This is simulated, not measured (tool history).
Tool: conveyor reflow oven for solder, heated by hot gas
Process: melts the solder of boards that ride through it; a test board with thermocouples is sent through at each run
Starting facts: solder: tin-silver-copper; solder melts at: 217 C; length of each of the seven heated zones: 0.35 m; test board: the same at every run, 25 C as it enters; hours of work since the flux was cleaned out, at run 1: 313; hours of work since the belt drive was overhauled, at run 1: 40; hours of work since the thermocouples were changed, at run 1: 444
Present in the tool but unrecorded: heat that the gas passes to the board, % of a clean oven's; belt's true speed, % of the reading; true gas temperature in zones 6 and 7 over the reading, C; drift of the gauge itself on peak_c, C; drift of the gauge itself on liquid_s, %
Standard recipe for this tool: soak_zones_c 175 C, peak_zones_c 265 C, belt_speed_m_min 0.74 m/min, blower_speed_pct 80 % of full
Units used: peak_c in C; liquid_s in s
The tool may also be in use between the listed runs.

run   hour  soak_zones_c  peak_zones_c  belt_speed_m_min  blower_speed_pct  hours of work since the flux was cleaned out  hours of work since the belt drive was overhauled  hours of work since the thermocouples were changed  peak_c  liquid_s
  1      0           175           265              0.74                80                                           313                                                 40                                                 444  252.24     43.17
  2   10.3           175           265              0.74                80                                           319                                                 46                                                 450  252.24     43.02
  3   17.8           179           265              0.74                80                                           324                                                 51                                                 455   252.8      44.5
  4   22.4           175           265              0.74                80                                           327                                                 53                                                 458  252.37     43.09
      29.9  -- flux residue cleaned out of gas plates and filters
  5   34.7           175           265              0.74                80                                             3                                                 58                                                 462  254.53      44.7
  6   44.6           175           265              0.74                80                                             9                                                 64                                                 469  254.33     44.59
  7   54.9           175           265              0.74                80                                            16                                                 71                                                 475  254.43     44.61
  8   63.3           175           265              0.74                80                                            21                                                 76                                                 480  254.29     44.59
  9   74.6           175           265              0.74                80                                            28                                                 83                                                 487  254.32     44.45
 10   79.9           175           265             0.688                67                                            31                                                 86                                                 490  253.26     47.17
 11   84.7           167           265              0.74                80                                            34                                                 89                                                 493   253.3     42.16
 12   91.1           167           265             0.642                80                                            38                                                 93                                                 497  256.88      51.5
 13   98.4           178           253             0.681                65                                            42                                                 97                                                 502  242.77     42.04
 14  107.3           175           265             0.775                85                                            48                                                103                                                 507  254.19     42.46
 15  117.5           175           265             0.775                85                                            54                                                109                                                 514  254.11     42.35
 16  123.6           177           265             0.854                80                                            58                                                113                                                 518  250.48     36.46
 17  131.9           171           273             0.761                56                                            63                                                118                                                 523  252.47      39.7
 18  140.3           175           258             0.628                61                                            69                                                124                                                 528  247.83      48.6

How the hidden state differs across the entries between the runs, from the last listed run before each to the first after it:
In the gap between runs 4 and 5: flux residue cleaned out of gas plates and filters (hour 29.9)
  heat that the gas passes to the board, % of a clean oven's: 90.4 -> 99.9; belt's true speed, % of the reading: 99.92 -> 99.91; true gas temperature in zones 6 and 7 over the reading, C: 1.61 -> 1.63
  measured result minus the result with no hidden state, peak_c: -0.7 -> +1.47 C; liquid_s: -0.81 -> +0.73 s

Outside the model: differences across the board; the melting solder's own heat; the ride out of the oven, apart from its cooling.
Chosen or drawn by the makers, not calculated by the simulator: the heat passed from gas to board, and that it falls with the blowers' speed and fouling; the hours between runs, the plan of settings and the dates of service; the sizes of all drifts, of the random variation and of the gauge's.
